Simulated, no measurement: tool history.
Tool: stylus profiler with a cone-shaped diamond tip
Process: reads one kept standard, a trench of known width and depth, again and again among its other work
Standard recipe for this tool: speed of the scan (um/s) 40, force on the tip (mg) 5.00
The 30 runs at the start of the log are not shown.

| run | hour | speed of the scan (um/s) | force on the tip (mg) | depth of the trench (Å) | width of the trench's floor (um) |
|---|---|---|---|---|---|
| 31 | 886.9 | 133 | 10.36 | 1036.3 | 28.19 |
| 32 | 923.7 | 30 | 3.24 | 1015.4 | 28.43 |
| 33 | 960.7 | 42 | 3.24 | 1015.4 | 28.35 |
| 34 | 990.4 | 119 | 2.44 | 1012.9 | 28.03 |
| 35 | 1020.6 | 51 | 4.90 | 1021.1 | 28.33 |
| 36 | 1057.2 | 113 | 4.37 | 1019.4 | 28.13 |
| 37 | 1086.1 | 34 | 2.49 | 1011.3 | 28.37 |
| 38 | 1122.6 | 34 | 2.49 | 1012.2 | 28.33 |
| 39 | 1151.7 | 88 | 3.49 | 1016.5 | 28.29 |
| 40 | 1184.3 | 88 | 3.49 | 1015.5 | 28.19 |
| 41 | 1220.2 | 27 | 12.38 | 1040.8 | 28.44 |
| 42 | 1253.5 | 27 | 12.38 | 1039.7 | 28.41 |
| 43 | 1289.8 | 27 | 12.38 | 1039.7 | 28.49 |
| 44 | 1326.3 | 13 | 3.76 | 1016.1 | 28.43 |
| 45 | 1360.2 | 153 | 3.98 | 1017.8 | 28.01 |
| 46 | 1388.9 | 85 | 5.37 | 1020.6 | 28.26 |
| 47 | 1423.2 | 21 | 10.66 | 1036.0 | 28.36 |

Each row is a separate what-if for the run after 47, all from the same tool condition, not one after another. Results?
| A | 1455.7 | 16 | 1.98 | ? | ? |
| B | 1455.7 | 51 | 5.09 | ? | ? |
| C | 1455.7 | 21 | 7.37 | ? | ? |

| run | depth of the trench (Å) | width of the trench's floor (um) |
|---|---|---|
| A | 1009.1 | 28.37 |
| B | 1020.6 | 28.27 |
| C | 1027.0 | 28.44 |
What these runs would have given with no unlogged condition in the tool:
| run | depth of the trench (Å) | width of the trench's floor (um) |
|---|---|---|
| A | 1012.4 | 28.53 |
| B | 1023.9 | 28.43 |
| C | 1030.3 | 28.59 |
